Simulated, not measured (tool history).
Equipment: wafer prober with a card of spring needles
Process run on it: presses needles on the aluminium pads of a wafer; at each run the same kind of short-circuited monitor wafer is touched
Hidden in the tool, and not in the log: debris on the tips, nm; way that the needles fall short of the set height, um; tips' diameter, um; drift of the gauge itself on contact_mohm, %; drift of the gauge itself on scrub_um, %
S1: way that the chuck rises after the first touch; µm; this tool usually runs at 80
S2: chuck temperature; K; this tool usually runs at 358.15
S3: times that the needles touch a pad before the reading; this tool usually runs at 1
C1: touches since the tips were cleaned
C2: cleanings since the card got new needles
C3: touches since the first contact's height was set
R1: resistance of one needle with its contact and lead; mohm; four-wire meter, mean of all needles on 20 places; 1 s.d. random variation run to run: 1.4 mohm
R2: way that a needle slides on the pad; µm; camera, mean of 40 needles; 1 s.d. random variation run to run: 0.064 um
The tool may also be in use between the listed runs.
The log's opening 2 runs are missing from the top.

At day 0.400: tips cleaned on abrasive film.
At day 0.567: tips cleaned on abrasive film.
Run 3, day 0.583: usual settings but S1 66 µm; C1 296; C2 31; C3 90189. Result: R1 133 mohm, R2 15.66 µm.
At day 0.742: tips cleaned on abrasive film.
At day 0.904: tips cleaned on abrasive film.
Run 4, day 0.904: usual settings but S1 66 µm; C1 0; C2 33; C3 95906. Result: R1 131 mohm, R2 15.78 µm.
At day 1.067: tips cleaned on abrasive film.
Run 5, day 1.162: usual settings but S1 66 µm; C1 1817; C2 34; C3 100576. Result: R1 133 mohm, R2 15.70 µm.
At day 1.225: tips cleaned on abrasive film.
At day 1.417: tips cleaned on abrasive film.
Run 6, day 1.429: usual settings; C1 254; C2 36; C3 105285. Result: R1 130 mohm, R2 19.05 µm.
At day 1.583: tips cleaned on abrasive film.
At day 1.779: tips cleaned on abrasive film.
Run 7, day 1.838: usual settings; C1 1128; C2 38; C3 112594. Result: R1 129 mohm, R2 19.05 µm.
At day 1.942: tips cleaned on abrasive film.
Run 8, day 2.092: usual settings; C1 2714; C2 39; C3 117139. Result: R1 130 mohm, R2 18.92 µm.
At day 2.121: tips cleaned on abrasive film.
At day 2.288: tips cleaned on abrasive film.
At day 2.467: tips cleaned on abrasive film.
Run 9, day 2.467: usual settings; C1 0; C2 42; C3 123747. Result: R1 131 mohm, R2 18.93 µm.
At day 2.633: tips cleaned on abrasive film.
Run 10, day 2.704: usual settings; C1 1285; C2 43; C3 128000. Result: R1 130 mohm, R2 18.89 µm.
At day 2.800: tips cleaned on abrasive film.
At day 2.983: tips cleaned on abrasive film.
Run 11, day 3.058: usual settings; C1 1406; C2 45; C3 134349. Result: R1 127 mohm, R2 18.85 µm.
At day 3.150: tips cleaned on abrasive film.
At day 3.192: height of the first contact set anew.
At day 3.338: tips cleaned on abrasive film.
Run 12, day 3.471: usual settings; C1 2456; C2 47; C3 5064. Result: R1 126 mohm, R2 18.88 µm.
At day 3.500: tips cleaned on abrasive film.
At day 3.667: tips cleaned on abrasive film.
Run 13, day 3.717: usual settings; C1 938; C2 49; C3 9409. Result: R1 131 mohm, R2 18.86 µm.
At day 3.850: tips cleaned on abrasive film.
At day 4.021: tips cleaned on abrasive film.
Run 14, day 4.112: usual settings; C1 1655; C2 51; C3 16475. Result: R1 129 mohm, R2 18.76 µm.
At day 4.188: tips cleaned on abrasive film.
At day 4.375: tips cleaned on abrasive film.
Run 15, day 4.462: usual settings; C1 1643; C2 53; C3 22739. Result: R1 129 mohm, R2 18.87 µm.
At day 4.554: tips cleaned on abrasive film.
Run 16, day 4.658: usual settings; C1 1839; C2 54; C3 26174. Result: R1 128 mohm, R2 18.77 µm.
At day 4.738: tips cleaned on abrasive film.
Run 17, day 4.846: usual settings but S1 93 µm; C1 1953; C2 55; C3 29550. Result: R1 129 mohm, R2 21.88 µm.
At day 4.908: tips cleaned on abrasive film.
At day 5.025: gauge calibrated.
At day 5.092: tips cleaned on abrasive film.
Run 18, day 5.138: usual settings but S1 68 µm, S2 355.15 K; C1 827; C2 57; C3 34747. Result: R1 129 mohm, R2 16.21 µm.
At day 5.267: tips cleaned on abrasive film.
Run 19, day 5.417: usual settings but S2 342.15 K; C1 2724; C2 58; C3 39739. Result: R1 125 mohm, R2 19.17 µm.
At day 5.450: tips cleaned on abrasive film.
Run 20, day 5.604: usual settings but S1 96 µm, S2 299.15 K, S3 2; C1 2797; C2 59; C3 43109. Result: R1 120 mohm, R2 22.76 µm.
At day 5.633: tips cleaned on abrasive film.
At day 5.808: tips cleaned on abrasive film.
Run 21, day 5.900: usual settings but S1 96 µm, S2 368.15 K, S3 2; C1 1648; C2 61; C3 48314. Result: R1 131 mohm, R2 22.91 µm.
At day 5.983: tips cleaned on abrasive film.
At day 6.146: tips cleaned on abrasive film.
Run 22, day 6.175: usual settings but S2 359.15 K; C1 469; C2 63; C3 53177. Result: R1 130 mohm, R2 19.03 µm.
At day 6.325: tips cleaned on abrasive film.
Run 23, day 6.462: usual settings but S2 359.15 K; C1 2463; C2 64; C3 58363. Result: R1 128 mohm, R2 18.97 µm.

What will run 24 give?
At day 6.492: tips cleaned on abrasive film.
At day 6.671: tips cleaned on abrasive film.
Run 24, day 6.704: usual settings but S2 361.15 K; C1 668; C2 66; C3 62681. Result: R1 ?, R2 ?.

{"run 24": {"R1": 127, "R2": 19.02}}
If the tool had no hidden condition, the same run with the same run-to-run variation would have returned R1 127 mohm, R2 19.15 µm.
